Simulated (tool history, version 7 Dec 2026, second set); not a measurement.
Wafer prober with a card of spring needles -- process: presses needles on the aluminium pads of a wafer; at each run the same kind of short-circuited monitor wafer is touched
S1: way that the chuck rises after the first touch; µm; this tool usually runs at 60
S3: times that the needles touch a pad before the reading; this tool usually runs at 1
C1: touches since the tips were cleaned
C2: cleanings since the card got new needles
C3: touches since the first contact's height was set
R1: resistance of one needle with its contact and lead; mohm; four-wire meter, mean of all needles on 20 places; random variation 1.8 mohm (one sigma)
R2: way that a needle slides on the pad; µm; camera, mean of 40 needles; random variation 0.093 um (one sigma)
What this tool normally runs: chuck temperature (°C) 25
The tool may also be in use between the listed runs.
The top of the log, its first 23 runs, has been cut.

At hour 235.9: tips cleaned on abrasive film.
Run 24, hour 241.6: usual settings but S1 47 µm, S3 2; C1 1046; C2 16; C3 79435. Result: R1 287 mohm, R2 11.85 µm.
Run 25, hour 255: usual settings but S1 47 µm, chuck temperature (°C) 59; C1 3475; C2 16; C3 81864. Result: R1 451 mohm, R2 11.91 µm.
At hour 262: tips cleaned on abrasive film.
Run 26, hour 269.5: usual settings but S3 3; C1 1373; C2 17; C3 84474. Result: R1 231 mohm, R2 15.19 µm.
Run 27, hour 282.2: usual settings but S3 3; C1 3659; C2 17; C3 86760. Result: R1 250 mohm, R2 15.23 µm.
At hour 288.5: tips cleaned on abrasive film.
Run 28, hour 297.8: usual settings but S1 53 µm; C1 1682; C2 18; C3 89578. Result: R1 349 mohm, R2 13.52 µm.
Run 29, hour 307.2: usual settings but S1 50 µm; C1 3382; C2 18; C3 91278. Result: R1 435 mohm, R2 12.76 µm.
At hour 314.7: tips cleaned on abrasive film.
Run 30, hour 316.2: usual settings but S1 50 µm; C1 279; C2 19; C3 92891. Result: R1 259 mohm, R2 12.53 µm.
Run 31, hour 325.2: usual settings but S1 71 µm, chuck temperature (°C) 47, S3 2; C1 1909; C2 19; C3 94521. Result: R1 249 mohm, R2 17.89 µm.
Run 32, hour 334.1: usual settings but S1 45 µm, chuck temperature (°C) 51, S3 2; C1 3529; C2 19; C3 96141. Result: R1 370 mohm, R2 11.37 µm.
At hour 340.4: tips cleaned on abrasive film.
Run 33, hour 345.9: usual settings but S1 43 µm, chuck temperature (°C) 38; C1 1002; C2 20; C3 98263. Result: R1 373 mohm, R2 10.71 µm.
Run 34, hour 360.5: usual settings but S1 43 µm, chuck temperature (°C) 50; C1 3632; C2 20; C3 100893. Result: R1 503 mohm, R2 10.77 µm.

Branching from run 34: 3 alternative next runs. What would each branch give?
At hour 366.2: tips cleaned on abrasive film.
Run A, hour 372.4: usual settings but S1 66 µm, chuck temperature (°C) 50; C1 1134; C2 21; C3 103045. Result: R1 ?, R2 ?.
At hour 366.2: tips cleaned on abrasive film.
Run B, hour 372.4: usual settings but chuck temperature (°C) 27; C1 1134; C2 21; C3 103045. Result: R1 ?, R2 ?.
At hour 366.2: tips cleaned on abrasive film.
Run C, hour 372.4: usual settings but chuck temperature (°C) 124, S3 2; C1 1134; C2 21; C3 103045. Result: R1 ?, R2 ?.

run   R1     R2
  A  285  16.85
  B  300  15.12
  C  270  15.13
Take away the tool's hidden state, keep each run's random variation, and the runs would have read:
run   R1     R2
  A  194  17.17
  B  188  15.44
  C  213  15.45

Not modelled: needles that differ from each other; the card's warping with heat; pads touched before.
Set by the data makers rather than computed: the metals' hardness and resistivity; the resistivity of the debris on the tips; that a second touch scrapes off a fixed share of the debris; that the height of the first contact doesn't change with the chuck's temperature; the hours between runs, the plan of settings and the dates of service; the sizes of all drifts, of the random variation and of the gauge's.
